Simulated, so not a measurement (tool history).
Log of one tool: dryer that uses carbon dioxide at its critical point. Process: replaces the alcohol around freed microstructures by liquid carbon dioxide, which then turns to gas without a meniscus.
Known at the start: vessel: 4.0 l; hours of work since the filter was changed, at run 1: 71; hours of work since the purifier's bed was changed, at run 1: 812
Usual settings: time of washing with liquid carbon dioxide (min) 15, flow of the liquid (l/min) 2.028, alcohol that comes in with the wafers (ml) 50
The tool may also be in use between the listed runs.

run,hour,time of washing with liquid carbon dioxide (min),flow of the liquid (l/min),alcohol that comes in with the wafers (ml),hours of work since the filter was changed,hours of work since the purifier's bed was changed,alcohol left in the vessel before it's heated (ppm by volume)
1,0,15,2.028,50,71,812,189
2,48,15,2.028,50,103,844,203
3,97.2,15,2.028,50,136,876,213
4,118.2,13,2.028,50,150,890,282
5,165,15,2.028,87,181,922,270
6,205.5,15,3.25,50,208,949,153
7,243.1,15,2.76,50,233,974,159
8,293.1,15,2.76,50,266,1007,183
9,336.9,15,2.028,50,295,1036,244
# hour 361.1: inlet filter changed
10,364.5,15,2.028,50,2,1054,229
11,391.6,15,2.028,50,20,1072,225
12,419.9,15,2.028,85,39,1091,265
13,466.7,15,2.028,50,70,1122,231
14,492.6,15,2.028,50,88,1139,239
15,534.5,15,2.028,50,116,1167,241
# hour 556.9: purifier's bed changed
16,561.8,15,2.028,50,132,3,75
17,595.9,15,2.028,50,155,26,79
18,636.2,15,2.028,50,181,53,85
19,679,11,2.028,50,210,81,288
20,719.9,15,2.028,50,237,109,102
21,740.1,12,2.028,50,251,122,237
22,760.5,12,2.028,50,264,136,234
23,801.7,12,2.028,23,292,163,133
# hour 832.9: inlet filter changed
24,842,15,2.028,22,6,189,59
25,885.2,15,3.41,22,35,218,44
26,916.2,11,2.52,80,56,239,196
27,949.9,20,2.57,35,78,261,50
28,987.5,20,2.57,35,103,286,50
29,1021.7,20,2.57,35,126,309,61
30,1057.2,17,2.62,73,149,333,72
31,1077.8,15,3.26,50,163,347,64
32,1102.4,10,2.028,42,180,363,387
33,1127.7,10,2.028,49,196,380,449
34,1175.1,22,2.8,72,228,411,70
35,1203.8,13,1.7,59,247,431,427
36,1238.1,13,1.7,59,270,453,439
37,1274.7,22,2.45,88,294,478,82
# hour 1300.4: inlet filter changed
38,1321.9,22,1.42,77,14,509,157
39,1351.7,22,1.42,103,34,528,184
40,1397.4,19,1.3,103,65,559,415
41,1443.9,19,1.3,103,96,590,434
42,1481.4,9,3.11,97,121,615,320
43,1505.1,9,1.29,34,136,631,1216
44,1553,9,2.36,34,168,663,335
45,1602.4,10,1.37,34,201,696,916
46,1635.5,21,1.73,34,223,718,135

Some steps in alcohol left in the vessel before it's heated (ppm by volume) between neighbouring runs. How much of each would the tool show without its hidden state too (settings, what came in, random variation), and how much is left for the hidden state, with any gauge scatter that isn't in both results?
The hidden state here: flow that reaches the vessel past the clogged filter, %; alcohol in the recycled carbon dioxide, ppm; drift of the gauge itself on alcohol_ppm, %.
Run 15 -> 16: purifier's bed changed. alcohol left in the vessel before it's heated (ppm by volume) -166: hidden state -175, all else +9.
Run 34 -> 35: time of washing with liquid carbon dioxide (min) 22 -> 13, flow of the liquid (l/min) 2.8 -> 1.7, alcohol that comes in with the wafers (ml) 72 -> 59. alcohol left in the vessel before it's heated (ppm by volume) +357: hidden state +68, all else +289.
Run 36 -> 37: time of washing with liquid carbon dioxide (min) 13 -> 22, flow of the liquid (l/min) 1.7 -> 2.45, alcohol that comes in with the wafers (ml) 59 -> 88. alcohol left in the vessel before it's heated (ppm by volume) -357: hidden state -71, all else -286.
Run 42 -> 43: flow of the liquid (l/min) 3.11 -> 1.29, alcohol that comes in with the wafers (ml) 97 -> 34. alcohol left in the vessel before it's heated (ppm by volume) +896: hidden state +38, all else +858.
Run 43 -> 44: flow of the liquid (l/min) 1.29 -> 2.36. alcohol left in the vessel before it's heated (ppm by volume) -881: hidden state -31, all else -850.
Run 45 -> 46: time of washing with liquid carbon dioxide (min) 10 -> 21, flow of the liquid (l/min) 1.37 -> 1.73. alcohol left in the vessel before it's heated (ppm by volume) -781: hidden state -68, all else -713.

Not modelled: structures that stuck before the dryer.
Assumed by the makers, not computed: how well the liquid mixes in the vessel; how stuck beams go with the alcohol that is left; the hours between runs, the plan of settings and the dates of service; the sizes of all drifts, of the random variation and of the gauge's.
